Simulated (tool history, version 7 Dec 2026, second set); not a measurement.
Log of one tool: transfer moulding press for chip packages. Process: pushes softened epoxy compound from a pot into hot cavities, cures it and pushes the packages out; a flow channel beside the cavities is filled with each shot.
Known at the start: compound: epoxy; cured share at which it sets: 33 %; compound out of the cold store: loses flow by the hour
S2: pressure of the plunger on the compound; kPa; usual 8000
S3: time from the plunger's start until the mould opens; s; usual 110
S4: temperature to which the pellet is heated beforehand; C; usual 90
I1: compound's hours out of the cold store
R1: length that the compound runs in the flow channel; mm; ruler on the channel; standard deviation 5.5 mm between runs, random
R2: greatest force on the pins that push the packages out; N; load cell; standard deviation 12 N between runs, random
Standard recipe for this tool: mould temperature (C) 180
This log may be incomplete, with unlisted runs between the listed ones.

Run 1, hour 0: usual settings; I1 9.8. Result: R1 648 mm, R2 591 N.
Run 2, hour 53: usual settings; I1 12.4. Result: R1 642 mm, R2 587 N.
Run 3, hour 100.8: usual settings; I1 22.4. Result: R1 624 mm, R2 573 N.
At hour 142.6: cavities cleaned with cleaning compound and waxed.
Run 4, hour 160.5: usual settings but S2 7950 kPa; I1 8.1. Result: R1 659 mm, R2 595 N.
Run 5, hour 199.8: usual settings but S2 7950 kPa; I1 13.8. Result: R1 630 mm, R2 596 N.
Run 6, hour 236.7: usual settings but S2 8830 kPa; I1 42.4. Result: R1 584 mm, R2 543 N.
Run 7, hour 284.4: usual settings but S2 8830 kPa; I1 24.6. Result: R1 624 mm, R2 554 N.
At hour 307.1: cavities cleaned with cleaning compound and waxed.
Run 8, hour 316.6: usual settings but S2 8830 kPa; I1 29.8. Result: R1 617 mm, R2 538 N.
Run 9, hour 361.6: usual settings but S4 98 C; I1 25.1. Result: R1 603 mm, R2 550 N.
Run 10, hour 405.6: usual settings but S3 135 s; I1 12.2. Result: R1 638 mm, R2 427 N.
Run 11, hour 453.4: usual settings but S3 135 s; I1 12.9. Result: R1 631 mm, R2 450 N.
At hour 467.3: cavities cleaned with cleaning compound and waxed.
Run 12, hour 479.5: usual settings but S3 135 s; I1 42.2. Result: R1 555 mm, R2 430 N.
At hour 509.4: plunger's sealing rings changed.
Run 13, hour 522.9: usual settings but S3 135 s; I1 28.9. Result: R1 594 mm, R2 448 N.
Run 14, hour 565.1: usual settings but S3 135 s; I1 43.2. Result: R1 546 mm, R2 434 N.
Run 15, hour 599: usual settings but S3 135 s; I1 30.3. Result: R1 586 mm, R2 426 N.
At hour 633.7: cavities cleaned with cleaning compound and waxed.
Run 16, hour 635: usual settings but S2 9500 kPa, S3 135 s, S4 92 C; I1 34. Result: R1 620 mm, R2 413 N.
Run 17, hour 670.2: usual settings but S2 9500 kPa, S3 135 s, S4 92 C; I1 42.9. Result: R1 597 mm, R2 435 N.
Run 18, hour 722.4: usual settings but S3 112 s; I1 30.7. Result: R1 590 mm, R2 533 N.
Run 19, hour 748.3: usual settings but S3 112 s; I1 16.4. Result: R1 624 mm, R2 551 N.
Run 20, hour 783: usual settings but mould temperature (C) 182, S2 7190 kPa, S3 112 s; I1 18.6. Result: R1 583 mm, R2 517 N.
At hour 795.4: cavities cleaned with cleaning compound and waxed.
Run 21, hour 834.3: usual settings but mould temperature (C) 182, S2 7190 kPa, S3 112 s; I1 30.7. Result: R1 546 mm, R2 493 N.
At hour 843.7: mould's thermocouples calibrated.
Run 22, hour 865.4: usual settings but mould temperature (C) 187, S2 6750 kPa, S3 107 s, S4 98 C; I1 15.4. Result: R1 572 mm, R2 444 N.
Run 23, hour 899.1: usual settings but mould temperature (C) 187, S2 6750 kPa, S3 107 s, S4 98 C; I1 31.7. Result: R1 526 mm, R2 442 N.
Run 24, hour 944.8: usual settings but mould temperature (C) 187, S2 6750 kPa, S3 137 s, S4 83 C; I1 24. Result: R1 550 mm, R2 402 N.
At hour 960.6: cavities cleaned with cleaning compound and waxed.
Run 25, hour 995.2: usual settings but mould temperature (C) 187, S2 6750 kPa, S3 137 s, S4 83 C; I1 37.4. Result: R1 507 mm, R2 394 N.
Run 26, hour 1048.4: usual settings but mould temperature (C) 182, S2 6750 kPa, S3 103 s, S4 93 C; I1 24.8. Result: R1 543 mm, R2 578 N.
Run 27, hour 1087: usual settings but S2 8360 kPa, S4 97 C; I1 8.3. Result: R1 667 mm, R2 589 N.
At hour 1121.7: cavities cleaned with cleaning compound and waxed.
Run 28, hour 1125: usual settings but S2 6090 kPa, S3 138 s, S4 84 C; I1 16.2. Result: R1 545 mm, R2 427 N.

Forecast run 29:
Run 29, hour 1184.2: usual settings but mould temperature (C) 183, S2 9850 kPa, S3 127 s, S4 85 C; I1 8.7. Result: R1 ?, R2 ?.

For run 29 the tool returned R1 728 mm, R2 443 N.
Were there no unlogged condition in the tool, this run, its random variation unchanged, would have produced R1 729 mm, R2 436 N.
